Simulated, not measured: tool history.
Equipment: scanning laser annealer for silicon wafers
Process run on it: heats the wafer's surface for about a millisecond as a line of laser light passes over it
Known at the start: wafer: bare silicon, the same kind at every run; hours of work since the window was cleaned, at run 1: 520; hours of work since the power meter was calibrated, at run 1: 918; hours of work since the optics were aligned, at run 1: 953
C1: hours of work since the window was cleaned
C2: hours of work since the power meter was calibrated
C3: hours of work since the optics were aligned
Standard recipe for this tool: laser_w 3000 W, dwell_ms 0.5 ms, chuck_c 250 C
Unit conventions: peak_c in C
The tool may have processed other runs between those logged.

Run 1, day 0: usual settings; C1 520; C2 918; C3 953. Result: peak_c 984.1 C.
Run 2, day 0.792: usual settings; C1 533; C2 931; C3 966. Result: peak_c 983.2 C.
Run 3, day 2.342: usual settings; C1 558; C2 956; C3 992. Result: peak_c 983.3 C.
Run 4, day 3.604: usual settings; C1 579; C2 977; C3 1013. Result: peak_c 983 C.
Run 5, day 4.825: usual settings; C1 599; C2 997; C3 1033. Result: peak_c 981.4 C.
Run 6, day 6.238: usual settings; C1 622; C2 1020; C3 1056. Result: peak_c 980.7 C.
Run 7, day 7.821: usual settings but laser_w 3224 W; C1 648; C2 1046; C3 1082. Result: peak_c 1050.1 C.
Run 8, day 8.938: usual settings but laser_w 3224 W; C1 666; C2 1065; C3 1100. Result: peak_c 1049.7 C.
Run 9, day 10.296: usual settings but laser_w 3224 W; C1 689; C2 1087; C3 1123. Result: peak_c 1049.5 C.
Run 10, day 11.446: usual settings but laser_w 3224 W; C1 708; C2 1106; C3 1141. Result: peak_c 1047.3 C.
Run 11, day 13.025: usual settings but laser_w 3224 W; C1 734; C2 1132; C3 1167. Result: peak_c 1047.1 C.
Run 12, day 14.258: usual settings but laser_w 3224 W; C1 754; C2 1152; C3 1188. Result: peak_c 1047.9 C.
Run 13, day 14.933: usual settings but laser_w 3224 W; C1 765; C2 1163; C3 1199. Result: peak_c 1047.4 C.
Run 14, day 16.146: usual settings; C1 785; C2 1183; C3 1219. Result: peak_c 977.7 C.
Run 15, day 16.896: usual settings; C1 797; C2 1195; C3 1231. Result: peak_c 977.3 C.
Run 16, day 17.738: usual settings; C1 811; C2 1209; C3 1245. Result: peak_c 977.3 C.
Run 17, day 18.404: usual settings; C1 822; C2 1220; C3 1256. Result: peak_c 976.5 C.
Run 18, day 19.167: usual settings; C1 834; C2 1233; C3 1268. Result: peak_c 976.2 C.
Run 19, day 20.446: usual settings; C1 855; C2 1254; C3 1289. Result: peak_c 976 C.
Run 20, day 21.404: usual settings; C1 871; C2 1269; C3 1305. Result: peak_c 973.9 C.
Run 21, day 22.958: usual settings; C1 897; C2 1295; C3 1331. Result: peak_c 975.3 C.
Run 22, day 23.612: usual settings but dwell_ms 0.476 ms, chuck_c 215 C; C1 907; C2 1306; C3 1341. Result: peak_c 922.7 C.
Run 23, day 25.121: usual settings but dwell_ms 0.53 ms, chuck_c 220 C; C1 932; C2 1331; C3 1366. Result: peak_c 963.7 C.
At day 25.633: window over the wafer cleaned.
Run 24, day 26.183: usual settings but laser_w 2882 W, dwell_ms 0.483 ms, chuck_c 272 C; C1 9; C2 1347; C3 1382. Result: peak_c 966.7 C.
Run 25, day 27.012: usual settings but chuck_c 248 C; C1 23; C2 1360; C3 1396. Result: peak_c 991.7 C.
Run 26, day 28.229: usual settings but laser_w 2729 W, chuck_c 262 C; C1 43; C2 1380; C3 1416. Result: peak_c 922.1 C.
Run 27, day 29.358: usual settings but laser_w 2729 W, chuck_c 262 C; C1 61; C2 1399; C3 1434. Result: peak_c 922.3 C.
Run 28, day 30.167: usual settings but laser_w 3119 W, chuck_c 253 C; C1 74; C2 1412; C3 1448. Result: peak_c 1031.8 C.

Run 29, settings as shown, results not yet in. Your forecast:
Run 29, day 31.138: usual settings but laser_w 3286 W, dwell_ms 0.446 ms, chuck_c 248 C; C1 90; C2 1428; C3 1464. Result: peak_c ?.

For run 29 the tool returned peak_c 1038 C.
On a tool with no hidden condition, and with the same random variation, this run would have come out at peak_c 1040.7 C.
